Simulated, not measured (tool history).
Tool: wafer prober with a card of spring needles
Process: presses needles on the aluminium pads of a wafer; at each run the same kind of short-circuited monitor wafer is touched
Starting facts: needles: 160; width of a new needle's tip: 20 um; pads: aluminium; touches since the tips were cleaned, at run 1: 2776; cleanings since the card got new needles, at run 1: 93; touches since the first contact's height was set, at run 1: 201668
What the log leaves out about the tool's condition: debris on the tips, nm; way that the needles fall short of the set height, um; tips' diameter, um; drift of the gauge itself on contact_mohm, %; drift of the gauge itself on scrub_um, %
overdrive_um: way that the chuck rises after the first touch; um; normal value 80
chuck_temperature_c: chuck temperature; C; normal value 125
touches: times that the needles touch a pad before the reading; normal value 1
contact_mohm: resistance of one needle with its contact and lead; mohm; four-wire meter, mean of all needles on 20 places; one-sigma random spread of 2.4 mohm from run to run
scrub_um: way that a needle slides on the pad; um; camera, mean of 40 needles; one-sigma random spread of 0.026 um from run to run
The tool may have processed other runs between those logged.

run,hour,overdrive_um,chuck_temperature_c,touches,touches since the tips were cleaned,cleanings since the card got new needles,touches since the first contact's height was set,contact_mohm,scrub_um
1,0.0,80,125,1,2776,93,201668,338,13.44
# hour 15.3: tips cleaned on abrasive film
# hour 45.9: tips cleaned on abrasive film
# hour 73.9: tips cleaned on abrasive film
2,81.5,80,87,1,1991,96,222977,328,13.43
# hour 98.7: tips cleaned on abrasive film
# hour 99.0: height of the first contact set anew
# hour 128.1: tips cleaned on abrasive film
# hour 155.3: tips cleaned on abrasive film
3,171.2,80,87,1,4184,99,18917,347,13.21
# hour 182.6: tips cleaned on abrasive film
# hour 211.2: tips cleaned on abrasive film
# hour 241.8: tips cleaned on abrasive film
4,243.4,80,125,1,409,102,37789,294,13.19
# hour 270.6: tips cleaned on abrasive film
5,282.5,80,125,1,3133,103,48031,347,13.23
# hour 298.6: tips cleaned on abrasive film
# hour 327.0: tips cleaned on abrasive film
6,341.6,95,125,1,3834,105,63486,337,15.82
# hour 352.7: tips cleaned on abrasive film
# hour 379.3: tips cleaned on abrasive film
7,379.3,95,125,1,0,107,73344,275,15.74
# hour 409.2: tips cleaned on abrasive film
# hour 438.3: tips cleaned on abrasive film
8,452.8,87,125,1,3811,109,92586,339,14.32
# hour 467.5: tips cleaned on abrasive film
# hour 493.3: tips cleaned on abrasive film
# hour 518.8: tips cleaned on abrasive film
9,527.2,71,125,1,2221,112,112056,350,11.52
# hour 546.7: tips cleaned on abrasive film
# hour 576.4: height of the first contact set anew, once more
# hour 576.5: tips cleaned on abrasive film
# hour 604.4: tips cleaned on abrasive film
10,606.3,71,125,1,496,115,7793,307,12.26
# hour 633.7: tips cleaned on abrasive film
11,643.9,80,125,1,2687,116,17663,331,13.79
# hour 662.4: tips cleaned on abrasive film
# hour 687.3: tips cleaned on abrasive film
# hour 715.0: tips cleaned on abrasive film
12,723.2,96,125,1,2178,119,38405,312,16.45
# hour 740.1: tips cleaned on abrasive film
# hour 766.8: tips cleaned on abrasive film
13,781.7,96,108,1,3925,121,53701,321,16.46
# hour 792.2: tips cleaned on abrasive film
# hour 817.3: tips cleaned on abrasive film
14,833.4,96,108,1,4230,123,67216,326,16.48
# hour 845.7: tips cleaned on abrasive film
# hour 874.2: tips cleaned on abrasive film
# hour 901.4: tips cleaned on abrasive film
15,915.7,80,125,1,3749,126,88750,348,13.69
# hour 931.5: tips cleaned on abrasive film
# hour 956.6: tips cleaned on abrasive film
16,975.9,80,125,1,5080,128,104511,354,13.68
# hour 981.3: tips cleaned on abrasive film
# hour 1009.7: tips cleaned on abrasive film
17,1033.5,80,46,1,6237,130,119577,348,13.58
# hour 1038.0: tips cleaned on abrasive film
# hour 1068.0: tips cleaned on abrasive film
# hour 1095.6: tips cleaned on abrasive film
18,1106.5,80,46,1,2884,133,138678,329,13.62
# hour 1123.3: tips cleaned on abrasive film
# hour 1148.3: tips cleaned on abrasive film
19,1154.6,81,31,2,1666,135,151241,281,13.80
# hour 1173.0: tips cleaned on abrasive film
# hour 1197.9: tips cleaned on abrasive film
# hour 1226.6: tips cleaned on abrasive film
20,1230.1,89,100,2,913,138,170982,285,15.02
# hour 1253.0: tips cleaned on abrasive film
21,1268.8,69,98,2,4160,139,181128,337,11.63
# hour 1281.1: tips cleaned on abrasive film
# hour 1307.0: tips cleaned on abrasive film
22,1319.8,85,98,2,3360,141,194453,306,14.37
# hour 1331.7: tips cleaned on abrasive film
# hour 1358.5: tips cleaned on abrasive film
23,1375.1,85,98,2,4369,143,208930,311,14.30
# hour 1387.4: tips cleaned on abrasive film
# hour 1418.0: tips cleaned on abrasive film
24,1440.4,67,85,1,5880,145,226030,395,11.20
# hour 1446.6: tips cleaned on abrasive film
# hour 1446.9: height of the first contact set anew
# hour 1471.5: tips cleaned on abrasive film
25,1492.1,62,85,1,5400,147,11816,402,10.66
# hour 1498.3: tips cleaned on abrasive film
# hour 1526.4: tips cleaned on abrasive film
26,1548.9,99,52,1,5900,149,26679,318,17.03
# hour 1552.8: tips cleaned on abrasive film
# hour 1581.8: tips cleaned on abrasive film
27,1585.1,61,64,1,866,151,36142,312,10.49
# hour 1611.0: tips cleaned on abrasive film
# hour 1635.9: tips cleaned on abrasive film
28,1640.8,80,125,2,1291,153,50715,298,13.75

Forecast each of these 4 alternatives for the next run:
# hour 1661.9: tips cleaned on abrasive film
# hour 1690.3: tips cleaned on abrasive film
A,1704.0,87,121,2,3576,155,67244,?,?
# hour 1661.9: tips cleaned on abrasive film
# hour 1690.3: tips cleaned on abrasive film
B,1704.0,98,32,1,3576,155,67244,?,?
# hour 1661.9: tips cleaned on abrasive film
# hour 1690.3: tips cleaned on abrasive film
C,1704.0,91,125,2,3576,155,67244,?,?
# hour 1661.9: tips cleaned on abrasive film
# hour 1690.3: tips cleaned on abrasive film
D,1704.0,80,35,2,3576,155,67244,?,?

run,contact_mohm,scrub_um
A,315,14.90
B,308,16.85
C,307,15.63
D,302,13.71
With the hidden condition removed and each run's random variation left untouched, the same runs would have given:
run,contact_mohm,scrub_um
A,272,15.00
B,243,16.96
C,269,15.73
D,247,13.82

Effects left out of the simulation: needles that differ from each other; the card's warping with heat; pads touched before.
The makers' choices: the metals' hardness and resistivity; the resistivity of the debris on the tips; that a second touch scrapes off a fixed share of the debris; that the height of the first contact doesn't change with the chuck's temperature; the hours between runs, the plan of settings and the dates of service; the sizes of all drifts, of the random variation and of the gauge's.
